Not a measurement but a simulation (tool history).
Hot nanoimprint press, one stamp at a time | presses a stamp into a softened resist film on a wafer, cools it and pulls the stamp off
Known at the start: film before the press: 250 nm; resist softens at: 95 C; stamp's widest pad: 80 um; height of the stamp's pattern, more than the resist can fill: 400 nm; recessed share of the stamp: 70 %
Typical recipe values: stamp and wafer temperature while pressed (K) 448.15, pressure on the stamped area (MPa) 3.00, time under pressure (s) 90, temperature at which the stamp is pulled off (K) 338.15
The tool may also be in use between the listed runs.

run   hour  stamp and wafer temperature while pressed (K)  pressure on the stamped area (MPa)  time under pressure (s)  temperature at which the stamp is pulled off (K)  resist left under the stamp's widest pad (Å)  greatest force while the stamp is pulled off (N)
  1    0.0                                         448.15                                3.00                       90                                            338.15                                          1078                                               198
  2   36.7                                         448.15                                3.00                       90                                            338.15                                          1076                                               199
  3   61.9                                         448.15                                3.00                       90                                            338.15                                          1081                                               198
  4   88.8                                         448.15                                3.00                       90                                            324.15                                          1081                                               304
  5  119.5                                         448.15                                3.00                       71                                            324.15                                          1175                                               284
  6  149.6                                         448.15                                3.00                       71                                            324.15                                          1181                                               281
  7  182.7                                         448.15                                4.39                       90                                            338.15                                           879                                               196
  8  221.4                                         448.15                                3.00                       90                                            338.15                                          1087                                               199
  9  248.7                                         448.15                                3.00                       90                                            338.15                                          1097                                               208
 10  285.3                                         443.15                                4.25                       90                                            338.15                                          1072                                               201
     305.7  -- plate thermocouple calibrated
     311.7  -- stamp cleaned and given a new release coat
 11  325.6                                         443.15                                4.25                       90                                            338.15                                          1072                                               196
 12  348.5                                         448.15                                2.00                       75                                            333.15                                          1426                                               221
 13  394.0                                         448.15                                3.00                       72                                            338.15                                          1179                                               201
 14  414.2                                         448.15                                2.17                       90                                            332.15                                          1301                                               233
 15  440.6                                         445.15                                3.00                      172                                            338.15                                           969                                               193
 16  481.8                                         437.15                                3.00                       90                                            344.15                                          1563                                               159

Branching from run 16: 5 alternative next runs. What would each branch give?
  A  519.7                                         437.15                                3.00                       90                                            326.15                                             ?                                                 ?
  B  519.7                                         451.15                                3.00                       90                                            342.15                                             ?                                                 ?
  C  519.7                                         456.15                                3.00                       90                                            343.15                                             ?                                                 ?
  D  519.7                                         437.15                                4.80                       67                                            338.15                                             ?                                                 ?
  E  519.7                                         448.15                                3.00                      106                                            338.15                                             ?                                                 ?

run  resist left under the stamp's widest pad (Å)  greatest force while the stamp is pulled off (N)
  A                                          1563                                               271
  B                                          1002                                               178
  C                                           856                                               171
  D                                          1371                                               205
  E                                          1044                                               208
Stripped of hidden state, with their random variation kept, the same runs would have yielded:
run  resist left under the stamp's widest pad (Å)  greatest force while the stamp is pulled off (N)
  A                                          1524                                               270
  B                                           977                                               178
  C                                           835                                               171
  D                                          1336                                               205
  E                                          1018                                               207
